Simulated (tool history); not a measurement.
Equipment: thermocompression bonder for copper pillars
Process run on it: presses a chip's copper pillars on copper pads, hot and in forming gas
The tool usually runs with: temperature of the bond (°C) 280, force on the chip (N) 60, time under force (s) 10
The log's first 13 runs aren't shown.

| run | day | temperature of the bond (°C) | force on the chip (N) | time under force (s) | hours of work since the heater was calibrated | hours of work since the force cell was calibrated | hours of work since the gas filter was changed | force that shears a chip off (N) |
|---|---|---|---|---|---|---|---|---|
| 14 | 3.879 | 280 | 60 | 10 | 328 | 424 | 112 | 74.8 |
| 15 | 4.133 | 280 | 60 | 10 | 332 | 428 | 117 | 78.2 |
| 16 | 4.521 | 280 | 60 | 10 | 338 | 434 | 123 | 75.7 |
| 17 | 4.892 | 280 | 60 | 10 | 345 | 440 | 129 | 76.9 |
| 18 | 5.071 | 280 | 60 | 10 | 348 | 443 | 132 | 76.3 |
| 19 | 5.429 | 280 | 81 | 14 | 353 | 449 | 138 | 96.2 |
| 20 | 5.750 | 250 | 73 | 7 | 359 | 455 | 143 | 47.8 |
| 21 | 6.012 | 286 | 86 | 25 | 363 | 459 | 148 | 116.2 |
| 22 | 6.233 | 280 | 60 | 8 | 367 | 463 | 151 | 70.8 |
| 23 | 6.579 | 283 | 36 | 6 | 372 | 468 | 157 | 47.0 |
| 24 | 6.775 | 283 | 36 | 6 | 376 | 472 | 160 | 48.1 |
| 25 | 6.967 | 258 | 60 | 23 | 379 | 475 | 163 | 74.1 |
| 26 | 7.138 | 287 | 60 | 10 | 382 | 478 | 166 | 80.5 |
| 27 | 7.488 | 287 | 60 | 10 | 387 | 483 | 172 | 82.3 |
| 28 | 7.738 | 274 | 80 | 26 | 392 | 487 | 176 | 101.2 |
| 29 | 8.025 | 310 | 38 | 10 | 396 | 492 | 181 | 83.4 |
| 30 | 8.367 | 280 | 40 | 10 | 402 | 498 | 187 | 58.6 |
| 31 | 8.554 | 280 | 40 | 10 | 405 | 501 | 190 | 60.2 |
| 32 | 8.725 | 256 | 65 | 18 | 408 | 504 | 192 | 68.4 |
| 33 | 9.079 | 256 | 65 | 18 | 414 | 510 | 198 | 68.8 |
| 34 | 9.462 | 280 | 60 | 9 | 420 | 516 | 205 | 71.8 |
| 35 | 9.738 | 280 | 60 | 9 | 425 | 521 | 209 | 73.0 |
| 36 | 10.075 | 278 | 66 | 10 | 430 | 526 | 215 | 74.5 |

5 options for the next run, each taken on its own from the tool as it stands now. Forecast them:
| A | 10.379 | 278 | 66 | 5 | 435 | 531 | 220 | ? |
| B | 10.379 | 278 | 90 | 6 | 435 | 531 | 220 | ? |
| C | 10.379 | 309 | 66 | 10 | 435 | 531 | 220 | ? |
| D | 10.379 | 278 | 39 | 10 | 435 | 531 | 220 | ? |
| E | 10.379 | 282 | 60 | 11 | 435 | 531 | 220 | ? |

| run | force that shears a chip off (N) |
|---|---|
| A | 59.4 |
| B | 75.0 |
| C | 102.2 |
| D | 58.1 |
| E | 78.1 |
With no hidden state in the tool, these same runs would have given:
| run | force that shears a chip off (N) |
|---|---|
| A | 65.6 |
| B | 82.0 |
| C | 109.0 |
| D | 64.2 |
| E | 85.1 |

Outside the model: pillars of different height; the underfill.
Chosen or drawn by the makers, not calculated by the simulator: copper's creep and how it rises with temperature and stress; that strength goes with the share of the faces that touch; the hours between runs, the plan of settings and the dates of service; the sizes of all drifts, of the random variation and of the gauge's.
